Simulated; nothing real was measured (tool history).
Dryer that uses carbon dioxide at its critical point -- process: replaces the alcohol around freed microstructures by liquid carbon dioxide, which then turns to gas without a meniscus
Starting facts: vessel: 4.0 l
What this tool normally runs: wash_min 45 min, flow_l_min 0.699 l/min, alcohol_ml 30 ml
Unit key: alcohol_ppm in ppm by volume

| run | hour | wash_min | flow_l_min | alcohol_ml | alcohol_ppm |
|---|---|---|---|---|---|
| 1 | 0.0 | 45 | 0.699 | 30 | 37 |
| 2 | 13.1 | 45 | 0.699 | 30 | 43 |
| 3 | 22.4 | 45 | 0.699 | 30 | 47 |
| 4 | 30.2 | 70 | 0.699 | 30 | 23 |
| 5 | 40.0 | 70 | 0.570 | 30 | 35 |
| 6 | 50.2 | 70 | 0.569 | 30 | 35 |
| 7 | 64.1 | 45 | 0.699 | 30 | 54 |
| 8 | 71.8 | 45 | 0.699 | 30 | 52 |
| 9 | 81.0 | 45 | 0.699 | 30 | 52 |
| 10 | 91.9 | 45 | 0.699 | 30 | 55 |
| 11 | 103.7 | 45 | 0.699 | 30 | 63 |
| 12 | 113.1 | 45 | 0.699 | 30 | 58 |
| 13 | 122.6 | 45 | 0.699 | 30 | 56 |
| 14 | 132.2 | 45 | 0.699 | 30 | 52 |
| 15 | 142.7 | 45 | 0.699 | 30 | 54 |
| 16 | 154.3 | 68 | 0.699 | 24 | 39 |
| 17 | 168.0 | 68 | 0.699 | 24 | 34 |
| 18 | 177.9 | 45 | 0.699 | 33 | 67 |
| 19 | 191.2 | 58 | 0.643 | 106 | 67 |
| 20 | 200.4 | 58 | 0.643 | 106 | 60 |
| 21 | 208.8 | 58 | 0.643 | 106 | 72 |
| 22 | 221.6 | 33 | 0.581 | 106 | 963 |
| 23 | 227.3 | 41 | 1.004 | 108 | 61 |
| 24 | 233.6 | 45 | 0.699 | 44 | 80 |
| 25 | 243.8 | 45 | 0.699 | 44 | 81 |
| 26 | 257.5 | 45 | 0.699 | 95 | 138 |
|  | 262.3 | inlet filter changed |
| 27 | 264.8 | 45 | 0.699 | 42 | 55 |
| 28 | 274.3 | 30 | 0.699 | 52 | 209 |

What would each run have given without the hidden state, its run-to-run variation left as it was?
Hidden state present: flow that reaches the vessel past the clogged filter, %; alcohol in the recycled carbon dioxide, ppm; drift of the gauge itself on alcohol_ppm, %.
| run | alcohol_ppm |
|---|---|
| 1 | 11 |
| 2 | 15 |
| 3 | 18 |
| 4 | 4 |
| 5 | 13 |
| 6 | 12 |
| 7 | 21 |
| 8 | 18 |
| 9 | 17 |
| 10 | 19 |
| 11 | 25 |
| 12 | 20 |
| 13 | 17 |
| 14 | 12 |
| 15 | 13 |
| 16 | 11 |
| 17 | 5 |
| 18 | 21 |
| 19 | 13 |
| 20 | 5 |
| 21 | 16 |
| 22 | 511 |
| 23 | 16 |
| 24 | 19 |
| 25 | 20 |
| 26 | 38 |
| 27 | 20 |
| 28 | 171 |

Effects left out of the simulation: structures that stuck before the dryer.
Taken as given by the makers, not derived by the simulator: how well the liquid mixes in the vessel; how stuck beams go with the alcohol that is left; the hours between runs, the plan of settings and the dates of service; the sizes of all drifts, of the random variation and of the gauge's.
